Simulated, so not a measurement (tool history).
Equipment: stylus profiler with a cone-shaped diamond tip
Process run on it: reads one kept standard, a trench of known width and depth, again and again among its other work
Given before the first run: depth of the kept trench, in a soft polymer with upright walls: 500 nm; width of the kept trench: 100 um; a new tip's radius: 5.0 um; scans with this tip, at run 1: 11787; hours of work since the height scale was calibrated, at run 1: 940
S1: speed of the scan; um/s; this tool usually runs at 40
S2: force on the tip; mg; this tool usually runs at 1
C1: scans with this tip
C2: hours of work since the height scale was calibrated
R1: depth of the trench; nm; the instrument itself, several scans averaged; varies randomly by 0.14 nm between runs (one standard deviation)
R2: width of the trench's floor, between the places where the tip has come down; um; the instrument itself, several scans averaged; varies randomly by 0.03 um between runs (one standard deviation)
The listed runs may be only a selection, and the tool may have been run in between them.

run	hour	S1	S2	C1	C2	R1	R2
1	0	40	1	11787	940	502.98	94.04
2	21.8	40	1	11946	952	502.82	94
3	37.6	40	1	12061	962	502.84	94.03
4	71.6	40	1	12309	981	502.71	93.98
5	96.6	40	0.77	12490	996	502.59	93.91
6	111.7	40	0.77	12600	1005	502.85	93.91
7	133.8	40	0.77	12761	1017	502.51	93.91
8	166.9	30	1	13002	1037	502.85	93.94
9	186.3	30	1	13143	1048	503.14	93.92
10	210	11	1	13316	1062	503.17	94.02
11	240.4	11	1	13537	1079	502.95	93.96
12	258.9	11	1	13673	1090	503.18	94.04
13	287.7	11	1	13882	1107	503.11	93.97
14	305.7	40	1.62	14013	1117	503.97	93.82
15	320.2	40	0.39	14118	1126	502.25	93.63
16	337.3	16	1	14243	1136	503.08	93.94
17	371.2	40	1	14490	1155	503.23	93.78
18	401.7	40	1	14712	1173	503.03	93.72
19	423	40	1	14867	1185	503.13	93.73
# hour 425.6: height scale calibrated on a step standard
20	448.4	19	1	15049	13	503.32	93.85
21	475.3	19	1	15244	29	503.72	93.79
22	489.8	63	1	15350	37	503.62	93.54
23	515.1	63	1	15534	52	503.73	93.56
24	528.9	24	0.96	15635	60	503.52	93.72
# hour 551.3: height scale calibrated on a step standard, once more
25	552.7	126	2.16	15804	1	503.15	93.43
26	586.9	126	2.16	16053	21	503.31	93.35
27	605.2	126	2.16	16187	31	503.41	93.35
28	637.6	118	0.53	16423	50	501.2	92.86
29	658.7	23	1.13	16577	62	502.45	93.66
30	676.8	50	1.94	16708	73	503.24	93.56
31	708.4	61	0.96	16939	91	502.02	93.38
32	728.8	40	1.05	17087	103	502.28	93.57
33	747.2	39	1	17221	114	502.22	93.55
34	773.8	13	0.89	17415	129	502.3	93.64
35	806.3	127	1.01	17651	148	502.25	93
36	825.7	127	1.01	17793	159	502.18	92.97
37	851.1	106	2.3	17978	174	503.57	93.28
38	882.1	15	0.48	18203	192	501.6	93.51
39	907.3	23	1.13	18387	207	502.12	93.48
40	926.8	23	1.13	18529	218	502.54	93.53
41	945.7	22	1.02	18667	229	502.35	93.44
42	962.4	36	1.03	18788	239	502.23	93.38
43	977.8	23	0.6	18900	248	501.89	93.41
44	994.9	86	1.47	19025	258	502.9	93.17
45	1018.4	61	1	19196	271	502.62	93.18

For each entry between runs, how does the tool's hidden state at the last listed run before it compare with that at the first listed run after it?
Logged between run 19 and run 20: height scale calibrated on a step standard (hour 425.6)
  radius of the tip, um: 9.43 -> 9.49; height scale over the true one, %: 0.251 -> 0.34
  measured minus no-state result, R1: +1.26 -> +1.7 nm; R2: -1.7 -> -1.72 um
Logged between run 24 and run 25: height scale calibrated on a step standard, once more (hour 551.3)
  radius of the tip, um: 9.65 -> 9.69; height scale over the true one, %: 0.351 -> 0.019
  measured minus no-state result, R1: +1.76 -> +0.1 nm; R2: -1.78 -> -1.79 um

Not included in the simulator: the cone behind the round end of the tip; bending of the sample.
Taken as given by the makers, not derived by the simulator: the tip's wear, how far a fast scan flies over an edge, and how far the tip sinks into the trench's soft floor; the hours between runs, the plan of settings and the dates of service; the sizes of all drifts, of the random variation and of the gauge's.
